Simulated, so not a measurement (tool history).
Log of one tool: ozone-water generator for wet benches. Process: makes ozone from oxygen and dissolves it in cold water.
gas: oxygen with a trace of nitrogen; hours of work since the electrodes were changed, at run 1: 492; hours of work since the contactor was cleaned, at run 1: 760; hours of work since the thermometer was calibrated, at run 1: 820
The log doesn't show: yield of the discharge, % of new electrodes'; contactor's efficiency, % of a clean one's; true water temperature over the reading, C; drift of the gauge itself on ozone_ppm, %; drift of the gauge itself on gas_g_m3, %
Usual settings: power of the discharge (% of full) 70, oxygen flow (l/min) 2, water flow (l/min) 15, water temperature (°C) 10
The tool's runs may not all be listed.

run	hour	power of the discharge (% of full)	oxygen flow (l/min)	water flow (l/min)	water temperature (°C)	hours of work since the electrodes were changed	hours of work since the contactor was cleaned	hours of work since the thermometer was calibrated	dissolved ozone (ppm)	ozone in the gas ahead of the water (g/m3)
1	0	70	2	15	10	492	760	820	11	148.1
2	24.1	70	2.08	15	10	507	775	835	11.1	148.3
3	56.5	70	2	15	10	527	796	855	11	147.3
4	89.5	70	2	15	10	548	816	876	11.1	149.7
5	124.2	70	2	15	10	570	838	898	11	148
6	147.5	70	2.94	15	10	584	853	913	12.4	126.9
7	164.4	70	2.94	15	10	595	863	923	12.3	126.4
8	189.9	89	2	15	10	611	880	939	12.5	168.2
9	206	89	2	15	10	621	890	949	12.5	166.7
10	235.9	70	2	15	13	640	908	968	10.7	147.8
11	251.8	70	2	15	13	650	918	978	10.7	147.6
12	273.7	70	2	15	13	663	932	992	10.6	149.4
13	306.5	70	2	15	13	684	953	1012	10.6	149.5
14	330.2	70	2.24	15	10	699	968	1027	11.5	141.9
15	350.4	70	2.24	15	10	712	980	1040	11.4	141.9
16	384	53	2	15	10	733	1001	1061	9.5	127.2
17	406.7	53	2	15	10	747	1016	1075	9.4	127.3
18	427.7	75	2	15	10	760	1029	1089	11.5	153.2
19	450.2	75	1.83	16	10	774	1043	1103	10.2	160.3
20	478.7	75	1.83	16	10	792	1061	1121	10.4	160.6
21	495.6	75	1.83	16	13	803	1072	1131	9.9	158.3
22	514.6	98	1.83	16	13	815	1083	1143	11.7	182.1
# hour 518.2: water thermometer calibrated
23	532.5	98	1.83	16	8	826	1094	9	12.2	182.9
24	566.4	98	1.83	16	8	847	1116	30	12.1	184.3
25	597.5	98	2.34	16	7	866	1135	50	13.4	165.6
26	616.5	98	2.34	16	7	878	1147	62	13.6	164.4
27	646.6	98	2.34	16	7	897	1166	81	13.6	165
# hour 675.9: water thermometer calibrated, once more
28	681.5	51	2.34	17	7	919	1188	4	8.6	117
29	700.8	55	2.98	15	10	931	1200	16	11	110
30	721.7	60	2	15	10	944	1213	29	10	136.4
31	752.9	60	2	15	10	964	1232	48	10.2	135.5
32	776.7	81	2.09	23	7	979	1247	63	8	157.4
33	807.6	81	2.09	9	18	998	1267	83	17.1	156.4

4 ways to go on from here, each from the tool as it stands after run 33. What would each give?
A	835.8	81	2.09	15	18	1016	1285	100	?	?
B	835.8	62	1.61	12	18	1016	1285	100	?	?
C	835.8	70	2	15	7	1016	1285	100	?	?
D	835.8	67	1.45	15	18	1016	1285	100	?	?

run	dissolved ozone (ppm)	ozone in the gas ahead of the water (g/m3)
A	11	156.4
B	11.1	149.7
C	11.3	147.3
D	8.8	163.8
Without the tool's hidden state the same runs would have given:
run	dissolved ozone (ppm)	ozone in the gas ahead of the water (g/m3)
A	11.4	160.1
B	11.4	152.8
C	11.7	150.5
D	9.1	167.3

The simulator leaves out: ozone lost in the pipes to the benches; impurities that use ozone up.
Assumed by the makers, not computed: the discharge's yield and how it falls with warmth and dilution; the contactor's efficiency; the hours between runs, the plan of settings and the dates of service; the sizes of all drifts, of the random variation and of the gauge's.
